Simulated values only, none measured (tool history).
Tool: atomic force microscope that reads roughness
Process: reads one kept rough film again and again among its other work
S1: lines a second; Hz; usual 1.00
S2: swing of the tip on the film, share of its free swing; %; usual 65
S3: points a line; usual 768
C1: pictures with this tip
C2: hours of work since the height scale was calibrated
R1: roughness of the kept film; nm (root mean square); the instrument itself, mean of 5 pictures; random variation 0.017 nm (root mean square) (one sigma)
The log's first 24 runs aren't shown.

| run | hour | S1 | S2 | S3 | C1 | C2 | R1 |
|---|---|---|---|---|---|---|---|
| 25 | 152.5 | 0.91 | 59 | 370 | 151 | 181 | 3.539 |
| 26 | 158.0 | 0.76 | 65 | 381 | 161 | 184 | 3.466 |
| 27 | 164.9 | 1.00 | 65 | 304 | 172 | 188 | 3.405 |
| 28 | 172.2 | 1.00 | 65 | 804 | 184 | 192 | 3.407 |
| 29 | 178.9 | 1.49 | 70 | 1008 | 196 | 196 | 3.310 |
|  | 180.4 | height scale calibrated on a step standard |
| 30 | 185.3 | 1.77 | 85 | 785 | 205 | 3 | 3.011 |
| 31 | 193.5 | 1.00 | 59 | 409 | 219 | 7 | 3.307 |
| 32 | 197.7 | 1.00 | 59 | 409 | 226 | 10 | 3.309 |
| 33 | 203.7 | 1.00 | 65 | 447 | 236 | 13 | 3.243 |
| 34 | 210.0 | 0.86 | 85 | 447 | 246 | 17 | 3.126 |
|  | 211.1 | new tip fitted |
| 35 | 215.0 | 3.50 | 61 | 447 | 6 | 19 | 3.803 |
| 36 | 222.6 | 1.86 | 89 | 920 | 19 | 23 | 3.429 |
| 37 | 231.3 | 3.62 | 61 | 779 | 34 | 28 | 3.693 |
|  | 236.1 | height scale calibrated on a step standard, once more |
| 38 | 239.2 | 3.92 | 57 | 658 | 45 | 2 | 3.716 |
| 39 | 246.3 | 3.23 | 62 | 658 | 57 | 6 | 3.606 |
| 40 | 251.3 | 1.00 | 75 | 763 | 66 | 9 | 3.686 |
| 41 | 260.4 | 1.00 | 75 | 763 | 81 | 14 | 3.625 |
| 42 | 267.0 | 2.72 | 71 | 392 | 92 | 17 | 3.398 |

5 ways to go on from here, each from the tool as it stands after run 42. What would each give?
| A | 270.9 | 2.59 | 55 | 768 | 99 | 20 | ? |
| B | 270.9 | 1.16 | 83 | 638 | 99 | 20 | ? |
| C | 270.9 | 2.72 | 71 | 506 | 99 | 20 | ? |
| D | 270.9 | 0.84 | 66 | 436 | 99 | 20 | ? |
| E | 270.9 | 1.00 | 83 | 521 | 99 | 20 | ? |

| run | R1 |
|---|---|
| A | 3.604 |
| B | 3.422 |
| C | 3.387 |
| D | 3.658 |
| E | 3.476 |
Without the tool's hidden state the same runs would have given:
| run | R1 |
|---|---|
| A | 4.023 |
| B | 3.820 |
| C | 3.782 |
| D | 4.085 |
| E | 3.881 |
